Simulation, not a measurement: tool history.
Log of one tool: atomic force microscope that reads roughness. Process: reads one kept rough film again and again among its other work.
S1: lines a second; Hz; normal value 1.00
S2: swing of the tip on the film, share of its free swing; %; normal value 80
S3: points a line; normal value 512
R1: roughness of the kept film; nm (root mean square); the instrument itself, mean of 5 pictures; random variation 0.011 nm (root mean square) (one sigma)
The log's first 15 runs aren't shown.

Run 16, day 3.967: usual settings. Result: R1 2.411 nm (root mean square).
Run 17, day 4.308: usual settings. Result: R1 2.401 nm (root mean square).
Run 18, day 4.504: usual settings but S2 58 %. Result: R1 2.587 nm (root mean square).
Run 19, day 4.808: usual settings but S2 58 %. Result: R1 2.582 nm (root mean square).
Run 20, day 5.067: usual settings but S2 58 %. Result: R1 2.593 nm (root mean square).
Run 21, day 5.271: usual settings but S2 58 %. Result: R1 2.577 nm (root mean square).
Run 22, day 5.512: usual settings. Result: R1 2.369 nm (root mean square).
Run 23, day 5.858: usual settings. Result: R1 2.375 nm (root mean square).
Run 24, day 6.079: usual settings. Result: R1 2.368 nm (root mean square).
Run 25, day 6.396: usual settings. Result: R1 2.373 nm (root mean square).
Run 26, day 6.758: usual settings but S1 1.73 Hz. Result: R1 2.217 nm (root mean square).
Run 27, day 6.942: usual settings but S1 0.61 Hz, S2 65 %, S3 532. Result: R1 2.551 nm (root mean square).
Run 28, day 7.275: usual settings but S1 0.57 Hz, S2 68 %, S3 894. Result: R1 2.540 nm (root mean square).
Run 29, day 7.533: usual settings but S1 0.57 Hz, S2 68 %, S3 894. Result: R1 2.527 nm (root mean square).
Run 30, day 7.808: usual settings but S1 3.90 Hz, S2 68 %, S3 599. Result: R1 2.123 nm (root mean square).
Run 31, day 8.112: usual settings but S1 1.58 Hz, S2 64 %, S3 611. Result: R1 2.427 nm (root mean square).

The next listed run, before its measurement:
Run 32, day 8.342: usual settings but S1 1.58 Hz, S2 64 %, S3 611. Result: R1 ?.

{"run 32": {"R1": 2.433}}
If the tool had no hidden condition, the same run with the same run-to-run variation would have returned R1 2.560 nm (root mean square).
